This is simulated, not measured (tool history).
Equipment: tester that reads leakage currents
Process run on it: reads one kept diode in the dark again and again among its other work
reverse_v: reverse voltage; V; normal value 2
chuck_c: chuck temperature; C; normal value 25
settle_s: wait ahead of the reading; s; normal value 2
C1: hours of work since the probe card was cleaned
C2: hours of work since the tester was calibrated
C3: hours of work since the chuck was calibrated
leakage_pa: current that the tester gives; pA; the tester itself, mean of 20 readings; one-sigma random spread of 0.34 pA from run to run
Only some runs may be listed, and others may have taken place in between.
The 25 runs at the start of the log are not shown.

run 26 hour=1970.2 | reverse_v=2 chuck_c=49 settle_s=2 | C1=1308 C2=3765 C3=713 | leakage_pa=669.56
run 27 hour=2058.8 | reverse_v=7.83 chuck_c=49 settle_s=2.45 | C1=1365 C2=3821 C3=770 | leakage_pa=1160
run 28 hour=2107.1 | reverse_v=1.42 chuck_c=44 settle_s=2 | C1=1395 C2=3852 C3=800 | leakage_pa=406.15
run 29 hour=2174.4 | reverse_v=1.42 chuck_c=44 settle_s=2 | C1=1438 C2=3894 C3=843 | leakage_pa=409.31
run 30 hour=2263.8 | reverse_v=7.09 chuck_c=33 settle_s=2 | C1=1495 C2=3951 C3=900 | leakage_pa=346.75
run 31 hour=2334.3 | reverse_v=7.09 chuck_c=33 settle_s=2 | C1=1539 C2=3996 C3=944 | leakage_pa=346.09
run 32 hour=2379 | reverse_v=4.88 chuck_c=25 settle_s=2 | C1=1568 C2=4024 C3=973 | leakage_pa=159.46
run 33 hour=2440.3 | reverse_v=4.88 chuck_c=25 settle_s=2 | C1=1607 C2=4063 C3=1011 | leakage_pa=160.08
run 34 hour=2503.6 | reverse_v=4.88 chuck_c=25 settle_s=2 | C1=1647 C2=4103 C3=1052 | leakage_pa=158.94
run 35 hour=2551.1 | reverse_v=4.88 chuck_c=25 settle_s=2 | C1=1677 C2=4133 C3=1082 | leakage_pa=159.35
run 36 hour=2594.9 | reverse_v=4.09 chuck_c=28 settle_s=0.47 | C1=1705 C2=4161 C3=1110 | leakage_pa=187.6
run 37 hour=2675.3 | reverse_v=4.83 chuck_c=51 settle_s=0.97 | C1=1756 C2=4212 C3=1161 | leakage_pa=1077.39
run 38 hour=2764.7 | reverse_v=2 chuck_c=35 settle_s=2 | C1=1812 C2=4269 C3=1217 | leakage_pa=238.05
run 39 hour=2830.3 | reverse_v=2 chuck_c=35 settle_s=2 | C1=1854 C2=4310 C3=1259 | leakage_pa=236.95
run 40 hour=2906.6 | reverse_v=2 chuck_c=25 settle_s=0.43 | C1=1902 C2=4359 C3=1307 | leakage_pa=109.93

What if the next run were any one of these 4? Each begins from the tool's condition after run 40:
run A hour=2950.6 | reverse_v=1.09 chuck_c=25 settle_s=8.6 | C1=1930 C2=4387 C3=1335 | leakage_pa=?
run B hour=2950.6 | reverse_v=11.75 chuck_c=47 settle_s=3.53 | C1=1930 C2=4387 C3=1335 | leakage_pa=?
run C hour=2950.6 | reverse_v=4.47 chuck_c=25 settle_s=0.96 | C1=1930 C2=4387 C3=1335 | leakage_pa=?
run D hour=2950.6 | reverse_v=2 chuck_c=25 settle_s=9.5 | C1=1930 C2=4387 C3=1335 | leakage_pa=?

run=A leakage_pa=84.52
run=B leakage_pa=1162.1
run=C leakage_pa=154.05
run=D leakage_pa=109.14
Without the tool's unlogged condition, the same runs would have read:
run=A leakage_pa=88.56
run=B leakage_pa=1213.65
run=C leakage_pa=157.76
run=D leakage_pa=113.49

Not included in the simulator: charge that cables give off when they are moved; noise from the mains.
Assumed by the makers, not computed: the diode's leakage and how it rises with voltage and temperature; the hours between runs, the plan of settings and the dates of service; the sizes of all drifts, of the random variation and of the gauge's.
